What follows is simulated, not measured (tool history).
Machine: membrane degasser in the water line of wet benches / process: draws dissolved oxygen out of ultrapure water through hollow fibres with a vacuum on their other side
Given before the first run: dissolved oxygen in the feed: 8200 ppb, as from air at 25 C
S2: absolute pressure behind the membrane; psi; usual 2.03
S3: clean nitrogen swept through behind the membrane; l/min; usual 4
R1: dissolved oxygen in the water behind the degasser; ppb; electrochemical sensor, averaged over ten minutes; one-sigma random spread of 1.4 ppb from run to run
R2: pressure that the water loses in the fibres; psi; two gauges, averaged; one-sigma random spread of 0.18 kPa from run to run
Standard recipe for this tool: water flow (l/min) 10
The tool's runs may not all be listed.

run 1 hour=0 | water_flow_(l/min)=10 S2=2.03 S3=4 | R1=137 R2=4.912
run 2 hour=227.6 | water_flow_(l/min)=10 S2=2.03 S3=4 | R1=138.5 R2=4.941
run 3 hour=467.5 | water_flow_(l/min)=14 S2=2.03 S3=4 | R1=284.4 R2=6.978
run 4 hour=756.1 | water_flow_(l/min)=10 S2=2.03 S3=1.66 | R1=221.4 R2=4.901
run 5 hour=904.6 | water_flow_(l/min)=10 S2=1.87 S3=4 | R1=133.9 R2=4.944
run 6 hour=1158.9 | water_flow_(l/min)=10 S2=2.45 S3=4 | R1=158 R2=4.998
run 7 hour=1466.2 | water_flow_(l/min)=10 S2=2.03 S3=4.18 | R1=135 R2=5.021
run 8 hour=1615 | water_flow_(l/min)=10 S2=2.03 S3=4.18 | R1=134.2 R2=5.065
run 9 hour=1795.8 | water_flow_(l/min)=10 S2=2.03 S3=4.18 | R1=133.8 R2=4.968
run 10 hour=1953.5 | water_flow_(l/min)=11 S2=2.03 S3=4 | R1=167.2 R2=5.574
run 11 hour=2123 | water_flow_(l/min)=11 S2=2.03 S3=4 | R1=170.4 R2=5.514
run 12 hour=2319 | water_flow_(l/min)=11 S2=2.03 S3=4 | R1=174 R2=5.514
-- hour=2489.9 vacuum gauge calibrated
run 13 hour=2537.5 | water_flow_(l/min)=10 S2=2.03 S3=4 | R1=139.2 R2=5.023
run 14 hour=2700 | water_flow_(l/min)=10 S2=2.03 S3=4 | R1=136.1 R2=5.053
run 15 hour=2886.7 | water_flow_(l/min)=7 S2=2.03 S3=4 | R1=66.5 R2=3.491
-- hour=3087.1 gauge calibrated
run 16 hour=3087.1 | water_flow_(l/min)=7 S2=2.03 S3=4 | R1=65.1 R2=3.474
run 17 hour=3284.5 | water_flow_(l/min)=7 S2=3.18 S3=4 | R1=99.7 R2=3.494
run 18 hour=3527.6 | water_flow_(l/min)=7 S2=3.18 S3=4 | R1=98.4 R2=3.478
run 19 hour=3782.4 | water_flow_(l/min)=8 S2=2.84 S3=3.39 | R1=126.4 R2=3.975
run 20 hour=3983.6 | water_flow_(l/min)=13 S2=4.03 S3=4.32 | R1=336.4 R2=6.445
run 21 hour=4237 | water_flow_(l/min)=10 S2=3.32 S3=4 | R1=192.7 R2=4.962
run 22 hour=4539.2 | water_flow_(l/min)=10 S2=3.32 S3=4 | R1=194.2 R2=4.986
run 23 hour=4864.5 | water_flow_(l/min)=10 S2=2.03 S3=6.48 | R1=112.2 R2=4.986
-- hour=4938.3 seals of the vacuum lines changed
run 24 hour=5194.7 | water_flow_(l/min)=9 S2=2.03 S3=4.32 | R1=105.5 R2=4.522
run 25 hour=5341.9 | water_flow_(l/min)=13 S2=2.03 S3=4.32 | R1=237.1 R2=6.556
run 26 hour=5516.6 | water_flow_(l/min)=13 S2=2.03 S3=4.32 | R1=240.9 R2=6.615
run 27 hour=5706.2 | water_flow_(l/min)=13 S2=2.03 S3=4.32 | R1=236.3 R2=6.54
run 28 hour=5951.8 | water_flow_(l/min)=6 S2=2.81 S3=4 | R1=70.3 R2=3.031
run 29 hour=6214.4 | water_flow_(l/min)=8 S2=2.03 S3=4 | R1=86.1 R2=4.067
run 30 hour=6467.3 | water_flow_(l/min)=7 S2=2.65 S3=4.81 | R1=72.5 R2=3.552
run 31 hour=6745.2 | water_flow_(l/min)=7 S2=2.65 S3=4.81 | R1=72.3 R2=3.543
run 32 hour=6976.4 | water_flow_(l/min)=7 S2=3.86 S3=8.39 | R1=67 R2=3.555

What if the next run were any one of these 4? Each begins from the tool's condition after run 32:
run A hour=7207.8 | water_flow_(l/min)=14 S2=2.19 S3=11.31 | R1=? R2=?
run B hour=7207.8 | water_flow_(l/min)=7 S2=1.25 S3=8.39 | R1=? R2=?
run C hour=7207.8 | water_flow_(l/min)=12 S2=2.18 S3=4 | R1=? R2=?
run D hour=7207.8 | water_flow_(l/min)=10 S2=2 S3=4 | R1=? R2=?

run=A R1=229.6 R2=7.14
run=B R1=30.2 R2=3.533
run=C R1=209.2 R2=6.105
run=D R1=134.1 R2=5.127
Had the tool no hidden state, the same runs would have come out as:
run=A R1=229.1 R2=6.879
run=B R1=30.1 R2=3.403
run=C R1=208.7 R2=5.88
run=D R1=133.8 R2=4.94

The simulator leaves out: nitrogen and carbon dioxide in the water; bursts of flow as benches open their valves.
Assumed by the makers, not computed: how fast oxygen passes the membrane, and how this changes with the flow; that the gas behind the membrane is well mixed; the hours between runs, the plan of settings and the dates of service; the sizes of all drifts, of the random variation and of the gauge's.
